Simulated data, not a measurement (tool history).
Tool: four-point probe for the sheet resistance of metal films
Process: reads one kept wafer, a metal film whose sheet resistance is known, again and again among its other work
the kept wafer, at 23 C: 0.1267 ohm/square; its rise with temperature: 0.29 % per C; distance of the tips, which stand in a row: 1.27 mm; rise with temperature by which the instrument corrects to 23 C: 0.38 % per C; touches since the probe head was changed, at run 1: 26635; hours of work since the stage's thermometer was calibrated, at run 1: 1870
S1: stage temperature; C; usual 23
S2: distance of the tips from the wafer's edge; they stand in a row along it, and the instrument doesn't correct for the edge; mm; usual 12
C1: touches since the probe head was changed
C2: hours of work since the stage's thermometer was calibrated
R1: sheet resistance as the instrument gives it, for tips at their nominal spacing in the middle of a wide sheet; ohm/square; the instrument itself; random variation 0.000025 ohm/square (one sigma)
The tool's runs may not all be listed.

run,hour,S1,S2,C1,C2,R1
1,0.0,23,12,26635,1870,0.127725
2,50.3,23,12,27445,1893,0.127721
3,87.5,28,12,28045,1910,0.127172
4,135.9,28,12,28826,1932,0.127140
5,173.8,28,12,29437,1949,0.127147
6,228.5,22,12,30319,1974,0.127849
7,283.5,23,12,31205,1999,0.127686
8,326.7,23,12,31902,2019,0.127717
9,367.7,23,12,32563,2037,0.127717
10,409.1,23,12,33231,2056,0.127714
11,464.7,23,12,34128,2081,0.127732
12,488.1,23,12,34505,2092,0.127760
13,539.0,23,12,35326,2115,0.127771
14,567.5,23,12,35785,2128,0.127693
15,594.5,23,12,36221,2140,0.127778
# hour 600.0: stage's thermometer calibrated
16,630.3,23,12,36790,14,0.127657
17,671.2,29,12,37449,32,0.126931
18,711.5,23,12,38100,51,0.127673
# hour 731.7: stage's thermometer calibrated, once more
19,761.1,22,12,38892,13,0.128072
20,795.4,23,12,39445,29,0.127933
21,842.7,23,12,40207,50,0.128002
22,898.8,23,12,41111,76,0.127983
23,932.4,23,12,41652,91,0.127930
24,976.3,25,4,42361,111,0.133499
25,1014.3,25,4,42973,128,0.133496
26,1045.5,31,9,43477,142,0.127667
27,1089.2,23,61,44181,162,0.127243
28,1128.5,31,6,44815,180,0.129290
29,1163.3,19,6,45375,196,0.130678
30,1202.2,28,23,46004,214,0.126844
31,1243.5,24,12,46670,232,0.127782
32,1273.2,24,36,47149,246,0.127158
33,1319.5,24,36,47894,267,0.127151
34,1366.9,22,12,48660,288,0.128094
35,1419.2,21,8,49503,312,0.129085
36,1462.0,21,8,50192,332,0.129134
37,1507.7,35,5,50930,352,0.130111
38,1565.0,35,5,51853,378,0.130112
39,1618.6,30,17,52718,403,0.126747
40,1673.8,34,8,53607,428,0.127658
41,1731.2,25,8,54533,454,0.128686
42,1760.6,20,29,55007,467,0.127716

Run 43 comes next. What will it give?
43,1802.3,20,29,55680,486,?

Run 43 gave R1 0.127654 ohm/square.
Without the tool's hidden state the same run would have given R1 0.127154 ohm/square.
